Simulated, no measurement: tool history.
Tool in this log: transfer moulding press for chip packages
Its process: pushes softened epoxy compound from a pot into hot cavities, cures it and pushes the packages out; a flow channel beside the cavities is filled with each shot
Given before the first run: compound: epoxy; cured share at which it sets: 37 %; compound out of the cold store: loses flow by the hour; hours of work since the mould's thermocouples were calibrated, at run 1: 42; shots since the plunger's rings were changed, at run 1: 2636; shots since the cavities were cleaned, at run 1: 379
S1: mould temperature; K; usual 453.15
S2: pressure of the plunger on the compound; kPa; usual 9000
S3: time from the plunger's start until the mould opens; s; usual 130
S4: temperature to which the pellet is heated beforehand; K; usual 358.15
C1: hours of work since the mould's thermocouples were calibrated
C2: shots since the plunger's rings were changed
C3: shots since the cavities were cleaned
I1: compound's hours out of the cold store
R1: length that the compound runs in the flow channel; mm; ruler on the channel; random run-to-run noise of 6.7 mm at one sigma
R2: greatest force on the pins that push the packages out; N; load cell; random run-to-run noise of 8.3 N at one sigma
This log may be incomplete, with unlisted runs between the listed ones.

run	hour	S1	S2	S3	S4	C1	C2	C3	I1	R1	R2
1	0.0	453.15	9000	130	358.15	42	2636	379	46.7	721	512
2	27.5	453.15	9000	130	358.15	62	2943	686	8.6	885	626
# hour 58.9: cavities cleaned with cleaning compound and waxed
3	62.7	453.15	9000	130	358.15	87	3318	42	31.1	782	395
4	87.6	453.15	9000	130	356.15	106	3596	320	44.8	700	491
5	127.5	453.15	9000	130	356.15	135	4041	765	36.5	721	616
# hour 152.3: cavities cleaned with cleaning compound and waxed
6	157.0	453.15	9000	130	356.15	156	4353	52	19.5	796	372
7	179.8	459.15	9000	130	356.15	173	4607	306	46.4	678	456
8	221.1	459.15	9000	165	356.15	204	5068	767	35.1	702	528
# hour 245.0: cavities cleaned with cleaning compound and waxed
9	260.2	453.15	9000	130	366.15	231	5487	170	24.4	761	441
10	297.1	453.15	9000	111	358.15	259	5899	582	32.0	736	691
11	327.0	453.15	9000	130	358.15	281	6231	914	19.8	777	629
# hour 336.9: cavities cleaned with cleaning compound and waxed
12	360.2	453.15	9000	130	358.15	305	6585	260	21.1	763	476
# hour 364.6: plunger's sealing rings changed
13	406.0	453.15	9000	130	358.15	337	462	743	9.6	924	614
# hour 431.3: cavities cleaned with cleaning compound and waxed
14	447.9	453.15	7680	130	358.15	367	912	185	12.4	826	468
15	487.8	453.15	7680	130	358.15	396	1356	629	41.3	688	560
# hour 525.2: cavities cleaned with cleaning compound and waxed
16	526.9	453.15	6970	130	361.15	424	1776	19	31.2	677	372
17	544.7	448.15	6970	168	361.15	437	1975	218	17.1	752	434

The next listed run, before its measurement:
18	582.8	448.15	6970	168	361.15	466	2399	642	11.2	?	?

{"run 18": {"R1": 783, "R2": 552}}
Without the tool's hidden state the same run would have given R1 817 mm, R2 358 N.
